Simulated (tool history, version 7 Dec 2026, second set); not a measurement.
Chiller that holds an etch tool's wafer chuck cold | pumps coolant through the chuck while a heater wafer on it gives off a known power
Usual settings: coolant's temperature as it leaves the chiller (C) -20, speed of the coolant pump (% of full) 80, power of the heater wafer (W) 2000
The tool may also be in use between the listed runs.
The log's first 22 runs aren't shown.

run      day  coolant's temperature as it leaves the chiller (C)  speed of the coolant pump (% of full)  power of the heater wafer (W)  hours since the coolant was changed and the channels were flushed  hours since the pump was overhauled  hours since the chiller's thermometer was calibrated  chuck's temperature once it has settled (C)  how much warmer the coolant comes back (C)
 23  129.621                                                 -15                                     80                           1020                                                               9390                                 7500                                                  2392                                         -3.4                                        4.54
 24  134.792                                                 -15                                     60                           1728                                                               9514                                 7624                                                  2516                                          9.5                                       10.31
 25  138.721                                                 -17                                     67                           2000                                                               9608                                 7718                                                  2610                                          8.7                                       10.69
 26  145.300                                                 -17                                     67                           2000                                                               9766                                 7876                                                  2768                                          9.2                                       10.67
 27  153.025                                                 -17                                     67                           2000                                                               9952                                 8061                                                  2953                                          9.0                                       10.71
 28  156.454                                                 -23                                     70                           2196                                                              10034                                 8144                                                  3036                                          4.6                                       11.30
 29  164.688                                                 -23                                     70                           2196                                                              10232                                 8341                                                  3233                                          4.9                                       11.35
 30  172.400                                                 -15                                     80                           2000                                                              10417                                 8526                                                  3418                                          7.8                                        8.96
 31  176.258                                                 -24                                     80                           2000                                                              10509                                 8619                                                  3511                                         -1.2                                        8.94
 32  183.779                                                 -15                                     71                           1717                                                              10690                                 8799                                                  3692                                          6.8                                        8.73

Forecast run 33:
     187.129  -- coolant changed, channels flushed
 33  191.779                                                 -15                                     71                           1717                                                                112                                 8985                                                  3878                                            ?                                           ?

{"run 33": {"chuck's temperature once it has settled (C)": 4.9, "how much warmer the coolant comes back (C)": 8.74}}
Without the tool's hidden state the same run would have given chuck's temperature once it has settled (C) 3.0, how much warmer the coolant comes back (C) 7.98.
